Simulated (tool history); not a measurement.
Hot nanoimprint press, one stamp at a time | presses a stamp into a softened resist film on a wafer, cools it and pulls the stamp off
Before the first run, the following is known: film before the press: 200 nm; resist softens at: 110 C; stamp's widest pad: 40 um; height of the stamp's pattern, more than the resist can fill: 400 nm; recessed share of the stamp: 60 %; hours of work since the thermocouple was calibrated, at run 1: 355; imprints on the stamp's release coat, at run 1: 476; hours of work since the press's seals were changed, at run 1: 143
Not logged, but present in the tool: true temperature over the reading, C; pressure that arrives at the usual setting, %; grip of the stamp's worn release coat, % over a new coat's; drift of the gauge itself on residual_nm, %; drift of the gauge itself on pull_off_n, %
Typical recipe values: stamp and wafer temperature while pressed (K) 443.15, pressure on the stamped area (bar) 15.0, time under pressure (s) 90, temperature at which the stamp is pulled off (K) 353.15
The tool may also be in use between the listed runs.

run   hour  stamp and wafer temperature while pressed (K)  pressure on the stamped area (bar)  time under pressure (s)  temperature at which the stamp is pulled off (K)  hours of work since the thermocouple was calibrated  imprints on the stamp's release coat  hours of work since the press's seals were changed  resist left under the stamp's widest pad (angstrom)  greatest force while the stamp is pulled off (N)
  1    0.0                                         443.15                                15.0                       90                                            353.15                                                  355                                   476                                                 143                                                  943                                             154.3
  2   17.0                                         443.15                                15.0                       90                                            353.15                                                  363                                   524                                                 151                                                  942                                             153.9
  3   30.1                                         452.15                                15.0                       90                                            353.15                                                  369                                   561                                                 157                                                  680                                             154.8
  4   43.4                                         443.15                                15.0                       90                                            353.15                                                  375                                   598                                                 163                                                  945                                             154.7
  5   56.9                                         443.15                                15.0                       90                                            353.15                                                  381                                   637                                                 169                                                  945                                             154.2
      76.5  -- stamp cleaned and given a new release coat
  6   79.2                                         446.15                                15.0                       46                                            353.15                                                  388                                     8                                                 176                                                 1090                                             155.8
  7   93.3                                         446.15                                15.0                       46                                            353.15                                                  395                                    47                                                 183                                                 1090                                             153.5
     103.7  -- plate thermocouple calibrated
  8  115.0                                         443.15                                15.0                       86                                            349.15                                                    5                                   100                                                 191                                                  964                                             171.2
  9  131.6                                         446.15                                19.4                       90                                            354.15                                                   13                                   147                                                 199                                                  754                                             148.1
 10  144.2                                         439.15                                22.0                       74                                            354.15                                                   18                                   183                                                 204                                                 1011                                             150.4

Forecast each of these 3 alternatives for the next run:
  A  162.1                                         443.15                                21.0                       90                                            353.15                                                   27                                   233                                                 212                                                    ?                                                 ?
  B  162.1                                         443.15                                24.0                       90                                            359.15                                                   27                                   233                                                 212                                                    ?                                                 ?
  C  162.1                                         449.15                                21.8                      178                                            354.15                                                   27                                   233                                                 212                                                    ?                                                 ?

run  resist left under the stamp's widest pad (angstrom)  greatest force while the stamp is pulled off (N)
  A                                                  820                                             155.2
  B                                                  774                                             129.2
  C                                                  472                                             149.1
Without the tool's unlogged condition, the same runs would have read:
run  resist left under the stamp's widest pad (angstrom)  greatest force while the stamp is pulled off (N)
  A                                                  817                                             155.0
  B                                                  771                                             129.1
  C                                                  470                                             148.9
